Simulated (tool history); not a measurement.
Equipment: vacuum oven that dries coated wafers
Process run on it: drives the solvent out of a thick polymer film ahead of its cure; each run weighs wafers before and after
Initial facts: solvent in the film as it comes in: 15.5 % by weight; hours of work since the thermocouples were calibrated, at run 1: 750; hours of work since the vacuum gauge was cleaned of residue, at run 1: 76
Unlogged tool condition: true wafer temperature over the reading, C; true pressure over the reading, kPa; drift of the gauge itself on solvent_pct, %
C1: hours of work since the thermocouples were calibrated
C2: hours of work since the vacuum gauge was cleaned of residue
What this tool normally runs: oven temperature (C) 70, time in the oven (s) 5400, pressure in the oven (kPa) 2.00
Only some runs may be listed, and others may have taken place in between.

run 1 day=0.000 | oven_temperature_(C)=70 time_in_the_oven_(s)=5400 pressure_in_the_oven_(kPa)=2.00 | C1=750 C2=76 | solvent_left_in_the_film_(%)=2.51
run 2 day=4.246 | oven_temperature_(C)=70 time_in_the_oven_(s)=5400 pressure_in_the_oven_(kPa)=2.00 | C1=797 C2=122 | solvent_left_in_the_film_(%)=2.49
run 3 day=6.854 | oven_temperature_(C)=70 time_in_the_oven_(s)=5400 pressure_in_the_oven_(kPa)=2.00 | C1=825 C2=151 | solvent_left_in_the_film_(%)=2.43
run 4 day=10.704 | oven_temperature_(C)=70 time_in_the_oven_(s)=5400 pressure_in_the_oven_(kPa)=2.00 | C1=867 C2=193 | solvent_left_in_the_film_(%)=2.53
run 5 day=13.421 | oven_temperature_(C)=70 time_in_the_oven_(s)=5400 pressure_in_the_oven_(kPa)=1.69 | C1=897 C2=223 | solvent_left_in_the_film_(%)=2.27
run 6 day=17.292 | oven_temperature_(C)=70 time_in_the_oven_(s)=5400 pressure_in_the_oven_(kPa)=1.69 | C1=940 C2=266 | solvent_left_in_the_film_(%)=2.28
run 7 day=19.979 | oven_temperature_(C)=59 time_in_the_oven_(s)=5400 pressure_in_the_oven_(kPa)=2.00 | C1=969 C2=295 | solvent_left_in_the_film_(%)=6.67
run 8 day=24.388 | oven_temperature_(C)=59 time_in_the_oven_(s)=5400 pressure_in_the_oven_(kPa)=2.00 | C1=1018 C2=343 | solvent_left_in_the_film_(%)=6.59
run 9 day=27.433 | oven_temperature_(C)=59 time_in_the_oven_(s)=5400 pressure_in_the_oven_(kPa)=2.00 | C1=1051 C2=377 | solvent_left_in_the_film_(%)=6.67
run 10 day=30.804 | oven_temperature_(C)=62 time_in_the_oven_(s)=5400 pressure_in_the_oven_(kPa)=2.00 | C1=1088 C2=414 | solvent_left_in_the_film_(%)=5.39
run 11 day=33.267 | oven_temperature_(C)=73 time_in_the_oven_(s)=5400 pressure_in_the_oven_(kPa)=2.00 | C1=1115 C2=441 | solvent_left_in_the_film_(%)=1.69
run 12 day=36.733 | oven_temperature_(C)=70 time_in_the_oven_(s)=5400 pressure_in_the_oven_(kPa)=2.00 | C1=1153 C2=479 | solvent_left_in_the_film_(%)=2.45
run 13 day=38.992 | oven_temperature_(C)=70 time_in_the_oven_(s)=5400 pressure_in_the_oven_(kPa)=2.00 | C1=1178 C2=504 | solvent_left_in_the_film_(%)=2.45
run 14 day=41.442 | oven_temperature_(C)=70 time_in_the_oven_(s)=5400 pressure_in_the_oven_(kPa)=2.00 | C1=1205 C2=531 | solvent_left_in_the_film_(%)=2.44
run 15 day=45.867 | oven_temperature_(C)=84 time_in_the_oven_(s)=8100 pressure_in_the_oven_(kPa)=1.52 | C1=1254 C2=579 | solvent_left_in_the_film_(%)=0.32
run 16 day=49.062 | oven_temperature_(C)=84 time_in_the_oven_(s)=4140 pressure_in_the_oven_(kPa)=2.50 | C1=1289 C2=615 | solvent_left_in_the_film_(%)=0.68
run 17 day=51.371 | oven_temperature_(C)=76 time_in_the_oven_(s)=4800 pressure_in_the_oven_(kPa)=3.38 | C1=1314 C2=640 | solvent_left_in_the_film_(%)=1.69
-- day=54.150 oven's thermocouples calibrated
run 18 day=55.058 | oven_temperature_(C)=84 time_in_the_oven_(s)=6300 pressure_in_the_oven_(kPa)=3.38 | C1=10 C2=679 | solvent_left_in_the_film_(%)=0.83
run 19 day=57.762 | oven_temperature_(C)=64 time_in_the_oven_(s)=4020 pressure_in_the_oven_(kPa)=1.66 | C1=40 C2=709 | solvent_left_in_the_film_(%)=5.77
run 20 day=61.833 | oven_temperature_(C)=58 time_in_the_oven_(s)=3360 pressure_in_the_oven_(kPa)=5.85 | C1=84 C2=754 | solvent_left_in_the_film_(%)=9.83
run 21 day=64.096 | oven_temperature_(C)=58 time_in_the_oven_(s)=3360 pressure_in_the_oven_(kPa)=5.85 | C1=109 C2=779 | solvent_left_in_the_film_(%)=9.89
run 22 day=67.962 | oven_temperature_(C)=72 time_in_the_oven_(s)=6180 pressure_in_the_oven_(kPa)=2.07 | C1=152 C2=821 | solvent_left_in_the_film_(%)=1.58
run 23 day=72.029 | oven_temperature_(C)=72 time_in_the_oven_(s)=6180 pressure_in_the_oven_(kPa)=2.07 | C1=196 C2=866 | solvent_left_in_the_film_(%)=1.58
run 24 day=73.883 | oven_temperature_(C)=62 time_in_the_oven_(s)=5400 pressure_in_the_oven_(kPa)=2.67 | C1=217 C2=886 | solvent_left_in_the_film_(%)=5.68
run 25 day=75.867 | oven_temperature_(C)=83 time_in_the_oven_(s)=3480 pressure_in_the_oven_(kPa)=2.67 | C1=239 C2=908 | solvent_left_in_the_film_(%)=0.97
run 26 day=78.488 | oven_temperature_(C)=70 time_in_the_oven_(s)=3480 pressure_in_the_oven_(kPa)=2.00 | C1=267 C2=937 | solvent_left_in_the_film_(%)=4.09
run 27 day=80.892 | oven_temperature_(C)=70 time_in_the_oven_(s)=3480 pressure_in_the_oven_(kPa)=2.00 | C1=294 C2=963 | solvent_left_in_the_film_(%)=4.11
run 28 day=84.125 | oven_temperature_(C)=60 time_in_the_oven_(s)=3420 pressure_in_the_oven_(kPa)=1.89 | C1=329 C2=999 | solvent_left_in_the_film_(%)=8.09

Consider 5 possible next runs. They are alternatives, not a sequence: every one starts from the tool as it was left by run 28. What does each give?
run A day=87.958 | oven_temperature_(C)=78 time_in_the_oven_(s)=8520 pressure_in_the_oven_(kPa)=2.22 | C1=371 C2=1041 | solvent_left_in_the_film_(%)=?
run B day=87.958 | oven_temperature_(C)=85 time_in_the_oven_(s)=7200 pressure_in_the_oven_(kPa)=2.00 | C1=371 C2=1041 | solvent_left_in_the_film_(%)=?
run C day=87.958 | oven_temperature_(C)=81 time_in_the_oven_(s)=5400 pressure_in_the_oven_(kPa)=4.30 | C1=371 C2=1041 | solvent_left_in_the_film_(%)=?
run D day=87.958 | oven_temperature_(C)=72 time_in_the_oven_(s)=8100 pressure_in_the_oven_(kPa)=1.62 | C1=371 C2=1041 | solvent_left_in_the_film_(%)=?
run E day=87.958 | oven_temperature_(C)=70 time_in_the_oven_(s)=8340 pressure_in_the_oven_(kPa)=5.91 | C1=371 C2=1041 | solvent_left_in_the_film_(%)=?

run=A solvent_left_in_the_film_(%)=0.64
run=B solvent_left_in_the_film_(%)=0.44
run=C solvent_left_in_the_film_(%)=1.18
run=D solvent_left_in_the_film_(%)=1.01
run=E solvent_left_in_the_film_(%)=2.92
What these runs would have given with no unlogged condition in the tool:
run=A solvent_left_in_the_film_(%)=0.64
run=B solvent_left_in_the_film_(%)=0.44
run=C solvent_left_in_the_film_(%)=1.18
run=D solvent_left_in_the_film_(%)=1.01
run=E solvent_left_in_the_film_(%)=2.92
